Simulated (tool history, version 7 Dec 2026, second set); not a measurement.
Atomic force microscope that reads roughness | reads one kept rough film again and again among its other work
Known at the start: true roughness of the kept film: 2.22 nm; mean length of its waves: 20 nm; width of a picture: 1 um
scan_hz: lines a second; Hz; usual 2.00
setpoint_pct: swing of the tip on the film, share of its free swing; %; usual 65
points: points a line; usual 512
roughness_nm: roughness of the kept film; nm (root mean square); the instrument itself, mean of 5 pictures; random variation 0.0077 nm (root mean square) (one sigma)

run,hour,scan_hz,setpoint_pct,points,roughness_nm
1,0.0,2.00,65,512,1.472
2,21.4,2.00,65,512,1.397
3,46.1,2.00,65,512,1.326
4,56.9,2.00,65,512,1.272
5,71.6,2.00,65,512,1.246
6,89.6,3.87,65,512,1.112
7,104.4,2.00,65,512,1.172
8,115.0,1.07,65,512,1.193
9,136.5,2.00,58,512,1.130
10,149.3,2.00,65,512,1.078
# hour 153.9: new tip fitted
11,173.0,3.92,65,512,1.435
12,193.7,3.92,65,512,1.347
13,209.5,3.92,65,512,1.314
14,227.0,3.92,65,512,1.261
15,244.9,2.00,72,512,1.268
16,264.7,2.00,65,559,1.255
17,278.4,2.00,65,279,1.198
18,297.4,2.00,65,279,1.148
19,316.3,2.00,65,279,1.109
20,328.3,2.00,65,279,1.094
# hour 345.9: new tip fitted
21,352.7,2.00,65,435,1.584
22,365.0,2.00,65,435,1.538
23,382.4,0.54,65,512,1.559
24,399.5,0.54,65,512,1.518
25,414.5,2.00,85,512,1.178
26,438.3,1.01,65,512,1.373
27,455.8,1.01,65,512,1.316
28,477.0,1.01,65,512,1.258
29,494.1,1.04,76,700,1.172
30,505.7,3.90,76,700,0.925
31,529.9,0.57,65,778,1.163
# hour 537.0: new tip fitted
32,542.8,0.57,65,462,1.709
33,558.7,0.55,65,613,1.652
34,576.7,0.55,65,613,1.573
35,596.4,2.00,87,264,1.147
36,606.4,0.53,83,480,1.401
37,630.0,1.68,63,328,1.316
38,652.0,1.08,65,592,1.299
39,667.2,1.08,65,592,1.260
40,678.7,2.35,65,565,1.168
41,696.6,2.35,65,1023,1.135
42,715.5,0.67,72,696,1.166
# hour 727.9: new tip fitted
43,731.1,0.97,65,529,1.666
44,751.2,0.97,65,529,1.585
45,766.4,0.75,57,451,1.566
46,778.9,1.58,73,453,1.386
47,793.0,1.58,56,350,1.429
48,811.7,2.83,71,625,1.213
49,826.4,3.48,71,625,1.137
50,843.3,2.70,71,625,1.147
51,863.4,0.58,88,675,1.206
52,880.6,2.58,66,323,1.096
53,891.0,0.61,90,512,1.118
54,905.7,0.69,76,271,1.108

Hidden state or all else? Some run-to-run changes of roughness_nm, split into what the settings, what came in and random variation would give without the hidden state, and what is left for the hidden state (with any gauge scatter that isn't in both results):
The hidden state here: radius of the tip, nm; height scale over the true one, %; drift of the gauge itself on roughness_nm, %.
Run 10 -> 11: scan_hz 2.00 -> 3.92, new tip fitted. roughness_nm +0.357 nm (root mean square): hidden state +0.477, all else -0.120.
Run 20 -> 21: points 279 -> 435, new tip fitted. roughness_nm +0.490 nm (root mean square): hidden state +0.461, all else +0.029.
Run 31 -> 32: points 778 -> 462, new tip fitted. roughness_nm +0.546 nm (root mean square): hidden state +0.551, all else -0.005.
Run 42 -> 43: scan_hz 0.67 -> 0.97, setpoint_pct 72 -> 65, points 696 -> 529, new tip fitted. roughness_nm +0.500 nm (root mean square): hidden state +0.523, all else -0.023.
